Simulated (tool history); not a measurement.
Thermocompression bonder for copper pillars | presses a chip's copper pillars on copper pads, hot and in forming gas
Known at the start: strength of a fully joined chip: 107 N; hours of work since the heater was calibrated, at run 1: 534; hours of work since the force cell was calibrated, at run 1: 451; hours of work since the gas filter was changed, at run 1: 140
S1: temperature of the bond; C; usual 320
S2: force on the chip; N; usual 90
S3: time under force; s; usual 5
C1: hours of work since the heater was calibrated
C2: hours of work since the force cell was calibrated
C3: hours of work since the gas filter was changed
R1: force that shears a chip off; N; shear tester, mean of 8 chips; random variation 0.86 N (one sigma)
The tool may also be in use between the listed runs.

| run | hour | S1 | S2 | S3 | C1 | C2 | C3 | R1 |
|---|---|---|---|---|---|---|---|---|
| 1 | 0 | 320 | 90 | 5 | 534 | 451 | 140 | 65.5 |
|  | 20.1 | forming gas filter changed |
| 2 | 20.1 | 320 | 90 | 5 | 544 | 462 | 0 | 74.2 |
| 3 | 46.4 | 320 | 90 | 5 | 559 | 476 | 14 | 74.7 |
| 4 | 64.6 | 320 | 90 | 5 | 569 | 486 | 24 | 73.8 |
| 5 | 87.9 | 320 | 98 | 5 | 581 | 499 | 37 | 75.1 |
| 6 | 114.8 | 320 | 98 | 5 | 596 | 514 | 52 | 73.1 |
| 7 | 135.8 | 320 | 98 | 5 | 608 | 525 | 63 | 71.9 |
| 8 | 152.7 | 320 | 98 | 5 | 617 | 534 | 72 | 71.4 |
| 9 | 166.9 | 320 | 83 | 5 | 625 | 542 | 80 | 66.3 |
| 10 | 191.9 | 320 | 90 | 5 | 638 | 556 | 94 | 70.4 |
| 11 | 203.7 | 320 | 90 | 5 | 645 | 562 | 100 | 68 |
| 12 | 223 | 320 | 90 | 5 | 655 | 573 | 111 | 67 |
|  | 227.3 | heater calibrated with a thermocouple chip |
| 13 | 236.7 | 320 | 90 | 5 | 5 | 579 | 117 | 66.8 |
| 14 | 260.4 | 320 | 80 | 5 | 18 | 592 | 130 | 62.6 |
| 15 | 285.9 | 320 | 80 | 5 | 32 | 606 | 144 | 61.3 |
|  | 297.8 | forming gas filter changed |
| 16 | 312.9 | 320 | 80 | 5 | 46 | 620 | 8 | 67.4 |
| 17 | 334.2 | 320 | 75 | 11 | 58 | 632 | 20 | 80.6 |
| 18 | 345.7 | 330 | 76 | 5 | 64 | 638 | 26 | 72.9 |
| 19 | 366.7 | 330 | 76 | 5 | 76 | 650 | 38 | 70.8 |
| 20 | 381.4 | 330 | 76 | 5 | 84 | 658 | 46 | 70.3 |
|  | 387.4 | heater calibrated with a thermocouple chip, once more |
| 21 | 401 | 338 | 66 | 4 | 7 | 667 | 55 | 69.3 |
| 22 | 423.8 | 338 | 66 | 4 | 20 | 680 | 68 | 66.4 |
| 23 | 435.3 | 338 | 66 | 4 | 26 | 686 | 74 | 69.2 |
| 24 | 448.2 | 341 | 83 | 7 | 33 | 693 | 81 | 85.6 |
| 25 | 462.3 | 341 | 83 | 7 | 41 | 701 | 89 | 82.4 |
| 26 | 486.7 | 335 | 89 | 5 | 54 | 714 | 102 | 76.3 |

Forecast each of these 5 alternatives for the next run:
| A | 507.8 | 299 | 107 | 7 | 66 | 726 | 114 | ? |
| B | 507.8 | 328 | 78 | 3 | 66 | 726 | 114 | ? |
| C | 507.8 | 335 | 64 | 5 | 66 | 726 | 114 | ? |
| D | 507.8 | 296 | 90 | 5 | 66 | 726 | 114 | ? |
| E | 507.8 | 348 | 134 | 11 | 66 | 726 | 114 | ? |

| run | R1 |
|---|---|
| A | 68.8 |
| B | 58.4 |
| C | 65.9 |
| D | 54.3 |
| E | 94.9 |
Without the tool's hidden state the same runs would have given:
| run | R1 |
|---|---|
| A | 76.4 |
| B | 65 |
| C | 73.1 |
| D | 60.5 |
| E | 103.9 |

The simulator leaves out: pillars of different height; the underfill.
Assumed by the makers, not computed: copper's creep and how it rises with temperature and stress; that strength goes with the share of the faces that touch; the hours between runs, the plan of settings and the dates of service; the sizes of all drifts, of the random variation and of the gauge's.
